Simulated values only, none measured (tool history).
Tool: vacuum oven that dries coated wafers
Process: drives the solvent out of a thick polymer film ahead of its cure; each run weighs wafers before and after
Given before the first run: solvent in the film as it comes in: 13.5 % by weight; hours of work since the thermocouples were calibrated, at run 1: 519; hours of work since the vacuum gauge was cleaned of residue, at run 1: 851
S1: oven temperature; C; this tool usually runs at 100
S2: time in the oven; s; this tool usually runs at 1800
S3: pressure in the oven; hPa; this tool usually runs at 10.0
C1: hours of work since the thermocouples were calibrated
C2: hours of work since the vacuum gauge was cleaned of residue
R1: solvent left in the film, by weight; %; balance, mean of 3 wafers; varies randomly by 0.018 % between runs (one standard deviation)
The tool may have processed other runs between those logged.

run   hour   S1    S2    S3   C1    C2    R1
  1    0.0  100  1800  10.0  519   851  1.81
  2   24.4  100  1800  10.0  533   865  1.82
  3   40.7  100  1800  10.0  542   874  1.79
  4   62.0  100  1800  10.0  555   886  1.81
  5   93.1  100  1800  10.0  573   904  1.78
  6  127.6  100  1800  10.0  592   924  1.80
  7  146.2  100  1800  10.0  603   935  1.81
     167.2  -- oven's thermocouples calibrated
  8  171.9  100  1800  10.9    3   949  1.96
  9  205.8  100  1800  10.9   22   968  1.96
 10  224.2  110  1800  10.0   33   979  0.72
 11  256.4  110  1800  10.0   51   997  0.70
 12  274.3  110  1800  10.0   62  1008  0.71
 13  302.6  110  1800  10.0   78  1024  0.71
 14  324.1  105   960  22.6   90  1036  3.17
 15  359.8  105   960  15.2  111  1057  2.84
 16  380.0  108  2040  30.1  123  1069  1.68
 17  404.7  100  2640  10.0  137  1083  1.21
 18  435.5  100  2640  10.0  155  1101  1.20
 19  462.6   94  2160  39.3  170  1116  4.64
 20  481.7   94  2220  28.5  181  1127  3.85
 21  516.7  100  1380  22.1  201  1147  3.28
 22  539.9  100  1380  22.1  215  1161  3.29
 23  575.4   94  1380  22.1  235  1181  4.90
 24  600.2  100  1620  36.2  250  1196  3.56
 25  631.7   95  1380  36.2  268  1214  5.40
 26  648.8  100  1260  10.1  278  1224  2.94

Predict each of these 5 candidate next runs independently; none follows another, all start after run 26:
  A  679.1   90  1920  12.5  295  1241   ?
  B  679.1  100  2880  33.5  295  1241   ?
  C  679.1  100  1440  10.1  295  1241   ?
  D  679.1  100  1260  34.1  295  1241   ?
  E  679.1  111  1260   5.3  295  1241   ?

run    R1
  A  4.33
  B  2.55
  C  2.52
  D  4.16
  E  0.77
With the hidden condition removed and each run's random variation left untouched, the same runs would have given:
run    R1
  A  4.18
  B  2.35
  C  2.39
  D  4.06
  E  0.64
